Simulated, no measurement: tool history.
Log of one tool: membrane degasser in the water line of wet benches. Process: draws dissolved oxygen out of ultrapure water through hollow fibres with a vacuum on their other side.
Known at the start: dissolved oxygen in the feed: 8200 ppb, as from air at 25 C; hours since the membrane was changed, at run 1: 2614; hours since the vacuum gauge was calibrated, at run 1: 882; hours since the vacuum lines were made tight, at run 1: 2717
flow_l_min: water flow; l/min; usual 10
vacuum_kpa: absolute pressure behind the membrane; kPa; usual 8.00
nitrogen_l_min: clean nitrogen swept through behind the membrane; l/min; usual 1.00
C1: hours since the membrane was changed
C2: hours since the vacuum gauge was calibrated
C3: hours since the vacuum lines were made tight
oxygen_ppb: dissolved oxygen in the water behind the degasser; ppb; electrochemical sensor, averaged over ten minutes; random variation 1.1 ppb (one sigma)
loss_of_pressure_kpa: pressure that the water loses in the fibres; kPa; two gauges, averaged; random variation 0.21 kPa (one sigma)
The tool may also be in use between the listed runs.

{"run": 1, "hour": 0.0, "flow_l_min": 10, "vacuum_kpa": 8.0, "nitrogen_l_min": 1.0, "C1": 2614, "C2": 882, "C3": 2717, "oxygen_ppb": 132.2, "loss_of_pressure_kpa": 46.93}
{"run": 2, "hour": 64.8, "flow_l_min": 10, "vacuum_kpa": 8.0, "nitrogen_l_min": 1.0, "C1": 2679, "C2": 947, "C3": 2782, "oxygen_ppb": 130.6, "loss_of_pressure_kpa": 46.67}
{"run": 3, "hour": 131.5, "flow_l_min": 10, "vacuum_kpa": 8.0, "nitrogen_l_min": 1.0, "C1": 2746, "C2": 1014, "C3": 2849, "oxygen_ppb": 131.0, "loss_of_pressure_kpa": 46.42}
{"run": 4, "hour": 207.3, "flow_l_min": 16, "vacuum_kpa": 8.0, "nitrogen_l_min": 1.0, "C1": 2822, "C2": 1090, "C3": 2925, "oxygen_ppb": 296.5, "loss_of_pressure_kpa": 74.4}
{"run": 5, "hour": 270.4, "flow_l_min": 16, "vacuum_kpa": 8.0, "nitrogen_l_min": 1.0, "C1": 2885, "C2": 1153, "C3": 2988, "oxygen_ppb": 299.1, "loss_of_pressure_kpa": 74.42}
{"run": 6, "hour": 307.4, "flow_l_min": 16, "vacuum_kpa": 8.0, "nitrogen_l_min": 1.0, "C1": 2922, "C2": 1190, "C3": 3025, "oxygen_ppb": 299.7, "loss_of_pressure_kpa": 74.55}
{"run": 7, "hour": 345.5, "flow_l_min": 10, "vacuum_kpa": 8.0, "nitrogen_l_min": 1.0, "C1": 2960, "C2": 1228, "C3": 3063, "oxygen_ppb": 131.2, "loss_of_pressure_kpa": 46.39}
{"run": 8, "hour": 415.2, "flow_l_min": 10, "vacuum_kpa": 8.0, "nitrogen_l_min": 1.0, "C1": 3030, "C2": 1297, "C3": 3133, "oxygen_ppb": 133.2, "loss_of_pressure_kpa": 46.04}
{"run": 9, "hour": 468.4, "flow_l_min": 10, "vacuum_kpa": 8.0, "nitrogen_l_min": 1.0, "C1": 3083, "C2": 1351, "C3": 3186, "oxygen_ppb": 129.4, "loss_of_pressure_kpa": 46.21}
{"run": 10, "hour": 523.2, "flow_l_min": 10, "vacuum_kpa": 8.0, "nitrogen_l_min": 1.0, "C1": 3138, "C2": 1405, "C3": 3241, "oxygen_ppb": 131.1, "loss_of_pressure_kpa": 46.39}
{"run": 11, "hour": 576.8, "flow_l_min": 10, "vacuum_kpa": 8.0, "nitrogen_l_min": 1.0, "C1": 3191, "C2": 1459, "C3": 3294, "oxygen_ppb": 130.9, "loss_of_pressure_kpa": 45.74}
{"run": 12, "hour": 617.0, "flow_l_min": 10, "vacuum_kpa": 8.0, "nitrogen_l_min": 1.0, "C1": 3231, "C2": 1499, "C3": 3334, "oxygen_ppb": 130.1, "loss_of_pressure_kpa": 46.08}
{"run": 13, "hour": 661.8, "flow_l_min": 10, "vacuum_kpa": 11.47, "nitrogen_l_min": 1.0, "C1": 3276, "C2": 1544, "C3": 3379, "oxygen_ppb": 210.6, "loss_of_pressure_kpa": 46.01}
{"run": 14, "hour": 710.9, "flow_l_min": 10, "vacuum_kpa": 11.47, "nitrogen_l_min": 1.0, "C1": 3325, "C2": 1593, "C3": 3428, "oxygen_ppb": 210.6, "loss_of_pressure_kpa": 46.11}
{"run": 15, "hour": 779.2, "flow_l_min": 10, "vacuum_kpa": 11.47, "nitrogen_l_min": 1.0, "C1": 3394, "C2": 1661, "C3": 3497, "oxygen_ppb": 209.9, "loss_of_pressure_kpa": 45.79}
{"run": 16, "hour": 843.6, "flow_l_min": 10, "vacuum_kpa": 11.47, "nitrogen_l_min": 1.0, "C1": 3458, "C2": 1726, "C3": 3561, "oxygen_ppb": 209.1, "loss_of_pressure_kpa": 46.34}
{"run": 17, "hour": 901.7, "flow_l_min": 8, "vacuum_kpa": 7.77, "nitrogen_l_min": 1.28, "C1": 3516, "C2": 1784, "C3": 3619, "oxygen_ppb": 74.0, "loss_of_pressure_kpa": 36.45}
{"run": 18, "hour": 964.3, "flow_l_min": 11, "vacuum_kpa": 6.04, "nitrogen_l_min": 2.3, "C1": 3579, "C2": 1847, "C3": 3682, "oxygen_ppb": 62.4, "loss_of_pressure_kpa": 50.47}
{"run": 19, "hour": 997.8, "flow_l_min": 6, "vacuum_kpa": 11.09, "nitrogen_l_min": 1.38, "C1": 3612, "C2": 1880, "C3": 3715, "oxygen_ppb": 86.8, "loss_of_pressure_kpa": 27.28}
{"run": 20, "hour": 1043.4, "flow_l_min": 10, "vacuum_kpa": 12.04, "nitrogen_l_min": 1.0, "C1": 3658, "C2": 1926, "C3": 3761, "oxygen_ppb": 222.1, "loss_of_pressure_kpa": 45.65}
{"hour": 1082.9, "done": "gauge calibrated"}
{"run": 21, "hour": 1082.9, "flow_l_min": 13, "vacuum_kpa": 12.04, "nitrogen_l_min": 1.0, "C1": 3697, "C2": 1965, "C3": 3800, "oxygen_ppb": 316.3, "loss_of_pressure_kpa": 60.62}
{"run": 22, "hour": 1152.6, "flow_l_min": 7, "vacuum_kpa": 14.02, "nitrogen_l_min": 1.29, "C1": 3767, "C2": 2035, "C3": 3870, "oxygen_ppb": 143.7, "loss_of_pressure_kpa": 32.34}
{"run": 23, "hour": 1201.7, "flow_l_min": 14, "vacuum_kpa": 9.1, "nitrogen_l_min": 1.29, "C1": 3816, "C2": 2084, "C3": 3919, "oxygen_ppb": 227.7, "loss_of_pressure_kpa": 65.25}
{"run": 24, "hour": 1233.0, "flow_l_min": 9, "vacuum_kpa": 4.87, "nitrogen_l_min": 0.78, "C1": 3847, "C2": 2115, "C3": 3950, "oxygen_ppb": 56.0, "loss_of_pressure_kpa": 42.09}
{"run": 25, "hour": 1267.2, "flow_l_min": 10, "vacuum_kpa": 11.09, "nitrogen_l_min": 0.66, "C1": 3882, "C2": 2149, "C3": 3985, "oxygen_ppb": 279.9, "loss_of_pressure_kpa": 46.59}
{"run": 26, "hour": 1337.6, "flow_l_min": 10, "vacuum_kpa": 11.09, "nitrogen_l_min": 0.66, "C1": 3952, "C2": 2220, "C3": 4055, "oxygen_ppb": 285.2, "loss_of_pressure_kpa": 46.55}
{"run": 27, "hour": 1395.1, "flow_l_min": 12, "vacuum_kpa": 8.84, "nitrogen_l_min": 2.57, "C1": 4010, "C2": 2277, "C3": 4112, "oxygen_ppb": 107.4, "loss_of_pressure_kpa": 55.91}
{"run": 28, "hour": 1427.2, "flow_l_min": 9, "vacuum_kpa": 10.76, "nitrogen_l_min": 1.25, "C1": 4042, "C2": 2309, "C3": 4145, "oxygen_ppb": 140.9, "loss_of_pressure_kpa": 41.65}
{"run": 29, "hour": 1469.5, "flow_l_min": 13, "vacuum_kpa": 6.44, "nitrogen_l_min": 2.54, "C1": 4084, "C2": 2352, "C3": 4187, "oxygen_ppb": 99.0, "loss_of_pressure_kpa": 60.38}

Run 30 comes next. What will it give?
{"run": 30, "hour": 1522.0, "flow_l_min": 6, "vacuum_kpa": 9.51, "nitrogen_l_min": 0.5, "C1": 4136, "C2": 2404, "C3": 4239, "oxygen_ppb": "?", "loss_of_pressure_kpa": "?"}

oxygen_ppb: 175.7 ppb
loss_of_pressure_kpa: 27.72 kPa
Without the tool's hidden state the same run would have given oxygen_ppb 175.6 ppb, loss_of_pressure_kpa 27.97 kPa.
